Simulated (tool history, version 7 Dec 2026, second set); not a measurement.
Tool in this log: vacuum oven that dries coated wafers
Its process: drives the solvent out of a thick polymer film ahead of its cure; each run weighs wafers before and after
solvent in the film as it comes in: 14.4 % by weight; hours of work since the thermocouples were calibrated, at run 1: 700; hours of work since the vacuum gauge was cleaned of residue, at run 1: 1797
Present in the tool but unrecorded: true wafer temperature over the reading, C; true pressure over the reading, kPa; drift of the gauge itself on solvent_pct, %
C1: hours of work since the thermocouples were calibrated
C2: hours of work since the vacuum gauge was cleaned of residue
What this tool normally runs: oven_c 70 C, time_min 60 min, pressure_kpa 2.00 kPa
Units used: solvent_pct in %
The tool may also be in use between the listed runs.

{"run": 1, "hour": 0.0, "oven_c": 70, "time_min": 60, "pressure_kpa": 2.0, "C1": 700, "C2": 1797, "solvent_pct": 4.83}
{"run": 2, "hour": 55.6, "oven_c": 70, "time_min": 60, "pressure_kpa": 2.0, "C1": 731, "C2": 1829, "solvent_pct": 4.96}
{"run": 3, "hour": 119.9, "oven_c": 70, "time_min": 60, "pressure_kpa": 2.0, "C1": 767, "C2": 1865, "solvent_pct": 4.81}
{"run": 4, "hour": 195.7, "oven_c": 70, "time_min": 60, "pressure_kpa": 2.0, "C1": 810, "C2": 1908, "solvent_pct": 4.93}
{"run": 5, "hour": 254.6, "oven_c": 70, "time_min": 60, "pressure_kpa": 2.0, "C1": 843, "C2": 1941, "solvent_pct": 4.81}
{"run": 6, "hour": 318.1, "oven_c": 70, "time_min": 93, "pressure_kpa": 2.0, "C1": 879, "C2": 1977, "solvent_pct": 4.3}

Run 7, settings as shown, results not yet in. Your forecast:
{"run": 7, "hour": 391.9, "oven_c": 70, "time_min": 43, "pressure_kpa": 3.25, "C1": 921, "C2": 2018, "solvent_pct": "?"}

Run 7 gave solvent_pct 7.67 %.
With no hidden state in the tool, this same run would have given solvent_pct 7.63 %.
